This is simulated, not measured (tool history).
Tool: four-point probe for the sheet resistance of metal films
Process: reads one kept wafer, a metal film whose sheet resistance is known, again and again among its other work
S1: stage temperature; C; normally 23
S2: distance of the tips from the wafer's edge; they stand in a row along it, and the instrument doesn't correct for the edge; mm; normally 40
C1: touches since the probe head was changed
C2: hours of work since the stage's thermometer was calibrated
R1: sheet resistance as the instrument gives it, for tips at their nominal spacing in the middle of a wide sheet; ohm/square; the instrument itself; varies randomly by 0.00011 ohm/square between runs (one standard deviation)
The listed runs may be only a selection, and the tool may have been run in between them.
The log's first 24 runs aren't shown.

run,hour,S1,S2,C1,C2,R1
25,484,22,7,81162,602,0.576477
26,498.2,20,47,81777,609,0.574065
27,514.3,24,28,82472,617,0.57373
28,527.8,34,43,83055,623,0.57236
29,548.9,24,72,83968,634,0.573719
30,567.2,19,72,84757,643,0.574786
31,592.7,26,72,85859,656,0.573733
32,612.9,20,26,86729,666,0.574868
33,630.5,28,12,87490,674,0.57438
34,642.6,35,46,88012,680,0.57272
35,670.3,21,19,89208,694,0.574814
36,689.6,21,6,90044,704,0.578097
37,705.2,25,7,90714,711,0.576973
# hour 716.9: new probe head fitted
38,734.7,23,40,771,726,0.567169
39,748.7,20,17,1374,733,0.56815
40,773.2,30,29,2433,745,0.566485

4 options for the next run, each taken on its own from the tool as it stands now. Forecast them:
A,800.3,30,7,3603,758,?
B,800.3,24,40,3603,758,?
C,800.3,29,40,3603,758,?
D,800.3,21,29,3603,758,?

run,R1
A,0.568944
B,0.567292
C,0.566748
D,0.567627
Had the tool no hidden state, the same runs would have come out as:
run,R1
A,0.570713
B,0.569065
C,0.568512
D,0.569406
